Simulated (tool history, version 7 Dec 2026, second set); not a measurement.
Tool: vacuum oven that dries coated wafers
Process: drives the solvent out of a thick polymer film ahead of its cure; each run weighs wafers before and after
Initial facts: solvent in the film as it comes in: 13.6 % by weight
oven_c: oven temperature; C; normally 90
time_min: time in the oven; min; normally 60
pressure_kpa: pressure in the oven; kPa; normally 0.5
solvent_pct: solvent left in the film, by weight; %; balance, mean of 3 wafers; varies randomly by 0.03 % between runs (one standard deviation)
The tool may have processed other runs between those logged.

run	day	oven_c	time_min	pressure_kpa	solvent_pct
1	0	90	60	0.5	2.74
2	0.604	90	60	0.5	2.75
3	0.946	90	60	0.5	2.79
4	1.242	90	60	0.5	2.76
5	1.533	90	60	0.5	2.76
6	1.817	90	60	0.5	2.76
7	2.233	90	60	0.5	2.78
8	2.883	102	45	0.5	1.98
9	3.533	102	45	0.5	2.02
10	4.158	80	100	0.934	2.95
11	4.754	80	70	0.488	3.98
12	5.296	90	43	0.5	4.07
13	5.808	90	43	0.5	4.05
14	6.096	97	89	0.5	0.81

Some steps in solvent_pct between neighbouring runs. How much of each would the tool show without its hidden state too (settings, what came in, random variation), and how much is left for the hidden state, with any gauge scatter that isn't in both results?
Hidden state present: true wafer temperature over the reading, C; true pressure over the reading, kPa; drift of the gauge itself on solvent_pct, %.
Run 13 -> 14: oven_c 90 -> 97, time_min 43 -> 89. solvent_pct -3.24 %: hidden state -0.13, all else -3.11.
